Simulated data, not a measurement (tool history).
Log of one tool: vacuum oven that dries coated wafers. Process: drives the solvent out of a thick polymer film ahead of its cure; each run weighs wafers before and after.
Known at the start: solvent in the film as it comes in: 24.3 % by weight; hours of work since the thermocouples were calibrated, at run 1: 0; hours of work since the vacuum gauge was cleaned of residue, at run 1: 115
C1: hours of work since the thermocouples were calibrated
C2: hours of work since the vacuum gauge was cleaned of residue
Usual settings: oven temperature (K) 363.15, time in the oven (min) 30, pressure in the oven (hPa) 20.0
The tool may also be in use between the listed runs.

run 1 hour=0.0 | oven_temperature_(K)=363.15 time_in_the_oven_(min)=30 pressure_in_the_oven_(hPa)=20.0 | C1=0 C2=115 | solvent_left_in_the_film_(%)=2.50
run 2 hour=8.5 | oven_temperature_(K)=370.15 time_in_the_oven_(min)=30 pressure_in_the_oven_(hPa)=20.0 | C1=6 C2=121 | solvent_left_in_the_film_(%)=1.48
run 3 hour=20.2 | oven_temperature_(K)=370.15 time_in_the_oven_(min)=30 pressure_in_the_oven_(hPa)=20.0 | C1=15 C2=130 | solvent_left_in_the_film_(%)=1.57
run 4 hour=28.9 | oven_temperature_(K)=370.15 time_in_the_oven_(min)=30 pressure_in_the_oven_(hPa)=20.0 | C1=22 C2=137 | solvent_left_in_the_film_(%)=1.57
run 5 hour=35.1 | oven_temperature_(K)=370.15 time_in_the_oven_(min)=30 pressure_in_the_oven_(hPa)=20.0 | C1=27 C2=141 | solvent_left_in_the_film_(%)=1.52
run 6 hour=46.3 | oven_temperature_(K)=370.15 time_in_the_oven_(min)=30 pressure_in_the_oven_(hPa)=20.0 | C1=35 C2=150 | solvent_left_in_the_film_(%)=1.55
run 7 hour=54.4 | oven_temperature_(K)=363.15 time_in_the_oven_(min)=46 pressure_in_the_oven_(hPa)=20.0 | C1=41 C2=156 | solvent_left_in_the_film_(%)=1.74
run 8 hour=62.2 | oven_temperature_(K)=374.15 time_in_the_oven_(min)=30 pressure_in_the_oven_(hPa)=20.0 | C1=47 C2=162 | solvent_left_in_the_film_(%)=1.04
run 9 hour=73.3 | oven_temperature_(K)=363.15 time_in_the_oven_(min)=30 pressure_in_the_oven_(hPa)=20.0 | C1=55 C2=170 | solvent_left_in_the_film_(%)=2.52
run 10 hour=84.4 | oven_temperature_(K)=363.15 time_in_the_oven_(min)=30 pressure_in_the_oven_(hPa)=20.0 | C1=64 C2=179 | solvent_left_in_the_film_(%)=2.50
run 11 hour=94.4 | oven_temperature_(K)=373.15 time_in_the_oven_(min)=30 pressure_in_the_oven_(hPa)=20.0 | C1=71 C2=186 | solvent_left_in_the_film_(%)=1.23
run 12 hour=104.4 | oven_temperature_(K)=373.15 time_in_the_oven_(min)=30 pressure_in_the_oven_(hPa)=20.0 | C1=79 C2=194 | solvent_left_in_the_film_(%)=1.30
run 13 hour=110.5 | oven_temperature_(K)=373.15 time_in_the_oven_(min)=30 pressure_in_the_oven_(hPa)=20.0 | C1=84 C2=198 | solvent_left_in_the_film_(%)=1.33
run 14 hour=115.9 | oven_temperature_(K)=363.15 time_in_the_oven_(min)=30 pressure_in_the_oven_(hPa)=20.0 | C1=88 C2=202 | solvent_left_in_the_film_(%)=2.57
run 15 hour=122.5 | oven_temperature_(K)=363.15 time_in_the_oven_(min)=30 pressure_in_the_oven_(hPa)=20.0 | C1=93 C2=207 | solvent_left_in_the_film_(%)=2.59
-- hour=124.7 vacuum gauge cleaned of residue and calibrated
run 16 hour=130.6 | oven_temperature_(K)=363.15 time_in_the_oven_(min)=30 pressure_in_the_oven_(hPa)=20.0 | C1=98 C2=4 | solvent_left_in_the_film_(%)=2.55
run 17 hour=135.6 | oven_temperature_(K)=363.15 time_in_the_oven_(min)=21 pressure_in_the_oven_(hPa)=20.0 | C1=101 C2=8 | solvent_left_in_the_film_(%)=3.89
run 18 hour=146.3 | oven_temperature_(K)=363.15 time_in_the_oven_(min)=21 pressure_in_the_oven_(hPa)=20.0 | C1=110 C2=16 | solvent_left_in_the_film_(%)=4.03
run 19 hour=155.2 | oven_temperature_(K)=375.15 time_in_the_oven_(min)=18 pressure_in_the_oven_(hPa)=26.6 | C1=116 C2=23 | solvent_left_in_the_film_(%)=2.34
run 20 hour=160.7 | oven_temperature_(K)=365.15 time_in_the_oven_(min)=18 pressure_in_the_oven_(hPa)=20.0 | C1=120 C2=27 | solvent_left_in_the_film_(%)=4.23
run 21 hour=172.6 | oven_temperature_(K)=365.15 time_in_the_oven_(min)=16 pressure_in_the_oven_(hPa)=18.0 | C1=129 C2=36 | solvent_left_in_the_film_(%)=4.82
-- hour=175.4 vacuum gauge cleaned of residue and calibrated, once more
run 22 hour=182.9 | oven_temperature_(K)=353.15 time_in_the_oven_(min)=29 pressure_in_the_oven_(hPa)=22.0 | C1=136 C2=6 | solvent_left_in_the_film_(%)=5.31
run 23 hour=192.9 | oven_temperature_(K)=353.15 time_in_the_oven_(min)=29 pressure_in_the_oven_(hPa)=22.0 | C1=144 C2=13 | solvent_left_in_the_film_(%)=5.48
run 24 hour=198.9 | oven_temperature_(K)=358.15 time_in_the_oven_(min)=30 pressure_in_the_oven_(hPa)=20.0 | C1=148 C2=18 | solvent_left_in_the_film_(%)=3.59
run 25 hour=209.7 | oven_temperature_(K)=358.15 time_in_the_oven_(min)=30 pressure_in_the_oven_(hPa)=20.0 | C1=156 C2=26 | solvent_left_in_the_film_(%)=3.64
run 26 hour=220.6 | oven_temperature_(K)=365.15 time_in_the_oven_(min)=41 pressure_in_the_oven_(hPa)=17.8 | C1=165 C2=34 | solvent_left_in_the_film_(%)=1.57
run 27 hour=228.4 | oven_temperature_(K)=363.15 time_in_the_oven_(min)=16 pressure_in_the_oven_(hPa)=79.6 | C1=170 C2=40 | solvent_left_in_the_film_(%)=9.11
run 28 hour=236.1 | oven_temperature_(K)=363.15 time_in_the_oven_(min)=16 pressure_in_the_oven_(hPa)=79.6 | C1=176 C2=46 | solvent_left_in_the_film_(%)=9.15
run 29 hour=242.6 | oven_temperature_(K)=371.15 time_in_the_oven_(min)=50 pressure_in_the_oven_(hPa)=20.0 | C1=181 C2=51 | solvent_left_in_the_film_(%)=1.17
run 30 hour=253.6 | oven_temperature_(K)=366.15 time_in_the_oven_(min)=22 pressure_in_the_oven_(hPa)=57.9 | C1=190 C2=59 | solvent_left_in_the_film_(%)=5.27
run 31 hour=262.8 | oven_temperature_(K)=363.15 time_in_the_oven_(min)=30 pressure_in_the_oven_(hPa)=12.4 | C1=197 C2=66 | solvent_left_in_the_film_(%)=1.96
run 32 hour=270.2 | oven_temperature_(K)=376.15 time_in_the_oven_(min)=30 pressure_in_the_oven_(hPa)=44.9 | C1=202 C2=72 | solvent_left_in_the_film_(%)=2.06
run 33 hour=279.6 | oven_temperature_(K)=376.15 time_in_the_oven_(min)=43 pressure_in_the_oven_(hPa)=37.8 | C1=209 C2=79 | solvent_left_in_the_film_(%)=1.77
run 34 hour=285.0 | oven_temperature_(K)=376.15 time_in_the_oven_(min)=34 pressure_in_the_oven_(hPa)=37.8 | C1=213 C2=83 | solvent_left_in_the_film_(%)=1.72
run 35 hour=291.9 | oven_temperature_(K)=366.15 time_in_the_oven_(min)=46 pressure_in_the_oven_(hPa)=31.1 | C1=219 C2=88 | solvent_left_in_the_film_(%)=2.18
run 36 hour=303.3 | oven_temperature_(K)=378.15 time_in_the_oven_(min)=46 pressure_in_the_oven_(hPa)=38.4 | C1=227 C2=97 | solvent_left_in_the_film_(%)=1.51

4 ways to go on from here, each from the tool as it stands after run 36. What would each give?
run A hour=312.9 | oven_temperature_(K)=350.15 time_in_the_oven_(min)=16 pressure_in_the_oven_(hPa)=10.2 | C1=234 C2=104 | solvent_left_in_the_film_(%)=?
run B hour=312.9 | oven_temperature_(K)=363.15 time_in_the_oven_(min)=19 pressure_in_the_oven_(hPa)=25.6 | C1=234 C2=104 | solvent_left_in_the_film_(%)=?
run C hour=312.9 | oven_temperature_(K)=349.15 time_in_the_oven_(min)=46 pressure_in_the_oven_(hPa)=38.4 | C1=234 C2=104 | solvent_left_in_the_film_(%)=?
run D hour=312.9 | oven_temperature_(K)=363.15 time_in_the_oven_(min)=15 pressure_in_the_oven_(hPa)=20.0 | C1=234 C2=104 | solvent_left_in_the_film_(%)=?

run=A solvent_left_in_the_film_(%)=9.24
run=B solvent_left_in_the_film_(%)=4.83
run=C solvent_left_in_the_film_(%)=6.43
run=D solvent_left_in_the_film_(%)=6.05
Without the tool's hidden state the same runs would have given:
run=A solvent_left_in_the_film_(%)=9.07
run=B solvent_left_in_the_film_(%)=4.69
run=C solvent_left_in_the_film_(%)=6.25
run=D solvent_left_in_the_film_(%)=5.90
